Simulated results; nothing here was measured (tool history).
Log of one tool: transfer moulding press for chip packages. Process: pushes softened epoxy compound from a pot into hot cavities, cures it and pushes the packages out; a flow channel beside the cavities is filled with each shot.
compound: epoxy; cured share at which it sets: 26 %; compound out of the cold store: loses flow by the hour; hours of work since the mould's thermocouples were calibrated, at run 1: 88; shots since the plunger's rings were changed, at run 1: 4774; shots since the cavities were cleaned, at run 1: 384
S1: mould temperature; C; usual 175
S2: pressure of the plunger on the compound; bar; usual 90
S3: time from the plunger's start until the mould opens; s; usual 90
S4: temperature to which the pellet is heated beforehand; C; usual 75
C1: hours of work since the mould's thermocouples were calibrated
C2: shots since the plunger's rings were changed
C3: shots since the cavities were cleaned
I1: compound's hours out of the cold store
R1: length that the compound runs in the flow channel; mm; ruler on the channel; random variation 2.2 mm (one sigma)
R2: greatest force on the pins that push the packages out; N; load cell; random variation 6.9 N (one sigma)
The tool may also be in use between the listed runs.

run,hour,S1,S2,S3,S4,C1,C2,C3,I1,R1,R2
1,0,175,90,90,75,88,4774,384,25.9,535,461
2,18.8,175,90,75,75,100,4994,604,44.9,482,738
3,37.2,175,90,75,75,112,5209,819,16.8,557,895
4,48.2,175,90,90,75,119,5338,948,13,563,554
# hour 52.9: cavities cleaned with cleaning compound and waxed
5,62.6,175,90,97,75,127,5490,115,30.8,513,300
# hour 78.3: plunger's sealing rings changed
6,83.5,175,90,97,79,139,61,329,8.8,614,385
7,100.5,175,90,97,79,150,261,529,12.4,602,430
8,121.2,175,90,90,75,164,502,770,36.2,530,529
# hour 141.5: cavities cleaned with cleaning compound and waxed
9,144.8,175,109.3,90,75,178,761,38,41,569,296
10,165.2,175,109.3,90,75,191,1000,277,33.2,593,398
11,178.5,175,109.3,90,75,199,1156,433,32.9,593,460
# hour 181.5: mould's thermocouples calibrated
12,198.1,175,90,90,75,11,1362,639,40.6,517,501
13,209,175,90,90,75,18,1489,766,35.1,531,526
# hour 223.4: mould's thermocouples calibrated, once more
14,223.4,168,90,90,75,0,1634,911,24.6,570,922
# hour 232.3: cavities cleaned with cleaning compound and waxed
15,246.1,168,90,90,75,14,1883,162,38.8,528,574
16,261.2,180,105.4,97,77,23,2060,339,8,646,312
17,271.5,180,77.9,73,79,30,2180,459,33.6,484,513
18,289.8,180,90,90,75,42,2394,673,15.1,573,379
19,300.7,172,83.9,90,71,49,2521,800,45,483,639
# hour 317.8: cavities cleaned with cleaning compound and waxed
20,319,171,78.2,128,71,60,2718,14,16.1,545,219
21,339.1,181,87.9,88,75,73,2954,250,37.8,500,284
22,360.2,179,102,88,71,86,3201,497,22.1,581,406
23,377.8,179,102,88,71,97,3406,702,33.4,553,421
24,392.2,170,106.5,90,75,107,3574,870,33.9,573,750
# hour 403.3: cavities cleaned with cleaning compound and waxed
25,410.2,176,90,90,75,117,3768,81,16.9,562,324
26,425.8,179,90,90,71,127,3951,264,35.5,507,335
27,446.8,177,109.7,98,74,141,4197,510,23,602,374
28,457,177,109.7,98,74,147,4315,628,27.1,588,393
29,478.2,175,96.9,101,75,161,4564,877,42.5,515,426

3 ways to go on from here, each from the tool as it stands after run 29. What would each give?
# hour 488.9: cavities cleaned with cleaning compound and waxed
A,495.5,175,82.8,90,76,171,4748,77,43.6,?,?
# hour 488.9: cavities cleaned with cleaning compound and waxed
B,495.5,170,95.1,107,75,171,4748,77,26.4,?,?
# hour 488.9: cavities cleaned with cleaning compound and waxed
C,495.5,171,96.9,86,75,171,4748,77,35.7,?,?

run,R1,R2
A,469,311
B,552,330
C,532,502
Without the tool's hidden state the same runs would have given:
run,R1,R2
A,495,256
B,582,272
C,561,416
